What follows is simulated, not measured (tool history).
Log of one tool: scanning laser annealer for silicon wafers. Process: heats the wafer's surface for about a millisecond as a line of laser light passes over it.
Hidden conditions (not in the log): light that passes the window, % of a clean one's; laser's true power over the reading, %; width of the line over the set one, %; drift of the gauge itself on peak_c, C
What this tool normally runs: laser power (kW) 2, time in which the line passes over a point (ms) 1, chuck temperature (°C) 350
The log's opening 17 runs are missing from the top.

run   hour  laser power (kW)  time in which the line passes over a point (ms)  chuck temperature (°C)  hours of work since the window was cleaned  hours of work since the power meter was calibrated  hours of work since the optics were aligned  highest temperature of the surface (°C)
 18  297.5                 2                                                1                     380                                          35                                                 826                                          670                                     1131
 19  307.1                 2                                                1                     375                                          42                                                 832                                          676                                     1125
 20    319                 2                                             1.13                     350                                          50                                                 840                                          684                                     1151
 21  335.5             1.989                                              1.1                     331                                          61                                                 852                                          696                                     1112
 22  350.3             1.989                                              1.1                     331                                          72                                                 862                                          706                                     1108
 23  367.4              1.84                                             1.25                     361                                          83                                                 874                                          718                                     1126
 24  386.7             1.786                                                1                     360                                          97                                                 887                                          731                                     1017
 25  405.8             1.754                                             0.99                     353                                         110                                                 901                                          745                                      992
 26  422.2                 2                                             1.15                     350                                         121                                                 912                                          756                                     1142
 27  437.3                 2                                             1.15                     350                                         132                                                 922                                          766                                     1142
 28  452.6                 2                                             1.09                     376                                         142                                                 933                                          777                                     1145
 29  467.2             1.724                                             1.18                     350                                         153                                                 943                                          787                                     1036
 30  489.8             1.885                                             0.96                     346                                         168                                                 959                                          803                                     1017
 31  505.1             2.094                                                1                     353                                         179                                                 969                                          814                                     1119
 32  525.8             2.094                                                1                     353                                         193                                                 984                                          828                                     1113
 33  548.5                 2                                                1                     368                                         209                                                1000                                          844                                     1091
 34  561.2             2.118                                              0.8                     368                                         218                                                1008                                          852                                     1052

For run 35, what comes out?
 35  581.3             2.186                                             1.17                     311                                         232                                                1022                                          866                                        ?

{"run 35": {"highest temperature of the surface (°C)": 1169}}
With the hidden condition absent and the run-to-run variation left alone, this run would have shown highest temperature of the surface (°C) 1232.
